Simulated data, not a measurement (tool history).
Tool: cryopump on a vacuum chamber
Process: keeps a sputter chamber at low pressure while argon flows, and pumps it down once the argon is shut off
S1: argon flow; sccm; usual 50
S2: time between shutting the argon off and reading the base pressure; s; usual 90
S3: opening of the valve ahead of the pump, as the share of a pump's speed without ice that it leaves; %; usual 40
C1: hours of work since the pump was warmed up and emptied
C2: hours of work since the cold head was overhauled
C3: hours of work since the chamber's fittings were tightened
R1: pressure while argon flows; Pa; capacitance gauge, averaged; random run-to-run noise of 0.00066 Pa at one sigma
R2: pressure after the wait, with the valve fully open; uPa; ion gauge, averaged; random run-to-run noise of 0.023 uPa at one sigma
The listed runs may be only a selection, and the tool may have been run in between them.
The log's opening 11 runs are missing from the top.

run	hour	S1	S2	S3	C1	C2	C3	R1	R2
12	641.6	50	90	45	264	3070	3343	0.1120	2.89
13	693.1	50	44	45	305	3111	3383	0.1127	3.57
# hour 772.5: pump warmed up, emptied and cooled again
14	783.2	50	44	45	9	3178	3451	0.0994	3.14
15	847.6	50	44	45	60	3229	3502	0.1028	3.15
16	898.8	50	44	45	100	3270	3543	0.1028	3.19
# hour 928.4: leaking fittings of the chamber tightened, without venting
17	946.1	50	44	45	136	3306	14	0.1057	1.33
18	1016.8	50	66	16	193	3362	70	0.2833	0.95
19	1061.1	80	94	42	228	3397	105	0.1872	0.77
20	1112.6	37	98	24	269	3438	146	0.1465	0.83
21	1150.9	51	214	55	299	3469	177	0.0975	0.57
22	1226.2	51	24	54	359	3528	237	0.1025	2.44
# hour 1237.2: pump warmed up, emptied and cooled again
23	1314.9	22	26	39	62	3595	303	0.0517	2.24
24	1355.7	22	109	28	94	3627	335	0.0709	0.82
25	1421.0	22	109	28	146	3679	387	0.0730	0.88
26	1463.0	22	109	28	179	3713	421	0.0721	0.94
27	1497.5	63	109	18	207	3740	448	0.3186	0.96
28	1562.0	63	109	18	258	3791	499	0.3227	0.99
29	1642.7	69	22	31	322	3855	563	0.2188	2.77
30	1688.9	69	22	31	359	3892	600	0.2223	2.87
# hour 1701.6: pump warmed up, emptied and cooled again
31	1753.5	42	194	40	41	3939	648	0.0950	0.76
32	1806.9	23	93	53	84	3982	690	0.0409	1.13
33	1843.3	23	93	53	113	4011	719	0.0415	1.18
34	1908.1	47	116	40	164	4062	770	0.1113	1.08

Below are 3 alternative next runs, each starting from the tool's condition after run 34. Predict each:
A	1963.6	47	272	40	208	4106	814	?	?
B	1963.6	30	48	35	208	4106	814	?	?
C	1963.6	49	90	40	208	4106	814	?	?

run	R1	R2
A	0.1135	0.90
B	0.0821	1.71
C	0.1181	1.24
The same runs, with their run-to-run variation unchanged, on a tool lacking any hidden condition would have given:
run	R1	R2
A	0.1024	0.33
B	0.0749	1.14
C	0.1065	0.67
